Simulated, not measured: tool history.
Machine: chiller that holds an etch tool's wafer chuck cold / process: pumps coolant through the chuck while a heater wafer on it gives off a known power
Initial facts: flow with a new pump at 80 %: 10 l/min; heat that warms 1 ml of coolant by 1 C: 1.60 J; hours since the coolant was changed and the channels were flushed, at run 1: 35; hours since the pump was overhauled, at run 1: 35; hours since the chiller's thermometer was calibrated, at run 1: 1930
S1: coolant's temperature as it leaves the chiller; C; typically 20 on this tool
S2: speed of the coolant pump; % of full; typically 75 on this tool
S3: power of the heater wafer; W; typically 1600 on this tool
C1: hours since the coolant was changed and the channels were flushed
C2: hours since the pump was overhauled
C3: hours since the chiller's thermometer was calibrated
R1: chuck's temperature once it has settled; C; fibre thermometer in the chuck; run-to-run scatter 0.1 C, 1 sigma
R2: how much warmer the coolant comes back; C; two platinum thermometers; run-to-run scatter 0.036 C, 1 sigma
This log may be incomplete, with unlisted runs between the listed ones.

run	hour	S1	S2	S3	C1	C2	C3	R1	R2
1	0.0	20	75	1600	35	35	1930	31.5	6.42
2	94.5	20	75	1600	130	130	2024	31.5	6.44
3	200.5	24	75	1600	236	236	2130	35.5	6.40
4	402.9	20	75	1600	438	438	2333	31.6	6.44
5	598.7	20	75	1617	634	634	2529	31.6	6.52
6	760.1	20	75	1617	795	795	2690	31.5	6.55
7	929.1	20	75	1617	964	964	2859	31.5	6.52
8	1128.0	20	75	1617	1163	1163	3058	31.8	6.57
9	1211.8	20	75	1617	1247	1247	3142	31.8	6.56
10	1302.0	11	75	1600	1337	1337	3232	22.5	6.48
11	1400.6	11	75	1600	1436	1436	3331	22.4	6.57
12	1507.8	11	75	1600	1543	1543	3438	22.6	6.52
13	1622.2	11	75	1600	1658	1658	3552	22.5	6.54
14	1714.0	11	75	1600	1749	1749	3644	22.5	6.51
15	1847.8	11	75	1600	1883	1883	3778	22.5	6.63
16	1994.9	19	75	1600	2030	2030	3925	30.7	6.53
17	2126.0	19	95	2205	2161	2161	4056	32.0	7.09
18	2314.4	19	68	891	2350	2350	4244	25.9	4.09
19	2436.0	23	71	1864	2471	2471	4366	37.0	8.15
20	2577.9	20	69	1028	2613	2613	4508	27.9	4.76
21	2747.2	24	75	1600	2782	2782	4677	35.5	6.63
22	2851.0	26	75	1247	2886	2886	4781	35.1	5.16
23	3035.9	11	92	1600	3071	3071	4966	21.0	5.35
# hour 3153.8: chiller's thermometer calibrated
24	3172.5	11	92	1600	3207	3207	19	20.9	5.44
25	3305.0	11	92	1600	3339	3339	151	20.6	5.41
26	3502.3	20	83	1108	3537	3537	349	27.4	4.29
27	3683.0	22	71	2389	3717	3717	529	40.1	10.45
28	3833.7	22	71	2389	3868	3868	680	40.0	10.45
# hour 3872.9: gauge calibrated
# hour 3977.1: coolant changed, channels flushed
29	3994.7	22	71	2389	18	4023	835	39.9	10.21
30	4091.2	13	64	873	114	4119	931	20.0	4.19
31	4179.0	18	95	1219	202	4207	1019	25.2	3.77

Pick out some run-to-run changes in R2. Of each, how much would a tool without hidden state show as well, from the settings, what came in and chance, and how much is left for the hidden state and any gauge scatter not in both results compared?
What the log doesn't record here: heat passed by the chuck's channels, % of clean ones'; flow at a given pump speed, % of a new pump's; coolant's true temperature over the reading, C; drift of the gauge itself on chuck_c, C; drift of the gauge itself on warmer_back_c, C.
Run 3 -> 4: S1 24 -> 20. R2 +0.04 C: hidden state +0.02, all else +0.02.
Run 5 -> 6: nothing adjusted, nothing logged. R2 +0.03 C: hidden state +0.02, all else +0.01.
Run 18 -> 19: S1 19 -> 23, S2 68 -> 71, S3 891 -> 1864. R2 +4.06 C: hidden state +0.02, all else +4.04.
Run 26 -> 27: S1 20 -> 22, S2 83 -> 71, S3 1108 -> 2389. R2 +6.16 C: hidden state +0.01, all else +6.15.
Run 28 -> 29: gauge calibrated, coolant changed, channels flushed. R2 -0.24 C: hidden state -0.29, all else +0.05.
Run 29 -> 30: S1 22 -> 13, S2 71 -> 64, S3 2389 -> 873. R2 -6.02 C: hidden state +0.00, all else -6.02.
